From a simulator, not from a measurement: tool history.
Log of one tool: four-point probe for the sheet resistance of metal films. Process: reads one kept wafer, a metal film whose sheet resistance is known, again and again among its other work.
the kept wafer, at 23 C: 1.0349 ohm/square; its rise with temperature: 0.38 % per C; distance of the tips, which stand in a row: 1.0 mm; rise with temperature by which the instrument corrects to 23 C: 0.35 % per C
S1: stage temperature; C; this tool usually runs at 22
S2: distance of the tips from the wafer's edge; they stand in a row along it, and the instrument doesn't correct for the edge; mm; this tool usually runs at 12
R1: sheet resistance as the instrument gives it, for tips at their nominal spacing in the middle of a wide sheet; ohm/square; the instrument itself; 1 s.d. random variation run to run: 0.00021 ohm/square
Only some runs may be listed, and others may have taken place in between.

run	hour	S1	S2	R1
1	0.0	22	12	1.041503
2	22.9	22	12	1.041914
3	56.9	22	12	1.041338
4	83.3	23	12	1.041913
5	109.4	23	12	1.042170
6	129.5	23	12	1.042208
7	151.0	22	12	1.041612
8	183.4	25	48	1.039175
9	212.1	18	12	1.040063
10	238.3	19	54	1.036692
11	255.8	19	54	1.036941
12	289.9	19	54	1.036792
13	319.0	19	54	1.037406
14	341.2	19	54	1.037406

Put back what was entered between runs (2 entries, withheld): which listed runs does each sit between, and how does the hidden state differ from the listed run before to the listed run after?
Logged between run 5 and run 6: stage's thermometer calibrated (hour 113.2)
  inner tips' distance over the nominal, %: 0.326 -> 0.328; tips' flats over new ones', %: 8 -> 9; wafer's true temperature over the reading, C: -0.07 -> -0.1
  measured result minus the result with no hidden state, R1: +0.003408 -> +0.003278 ohm/square
Logged between run 12 and run 13: stage's thermometer calibrated, once more (hour 294.6)
  inner tips' distance over the nominal, %: 0.344 -> 0.347; wafer's true temperature over the reading, C: -0.15 -> -0.02
  measured result minus the result with no hidden state, R1: +0.003255 -> +0.003813 ohm/square

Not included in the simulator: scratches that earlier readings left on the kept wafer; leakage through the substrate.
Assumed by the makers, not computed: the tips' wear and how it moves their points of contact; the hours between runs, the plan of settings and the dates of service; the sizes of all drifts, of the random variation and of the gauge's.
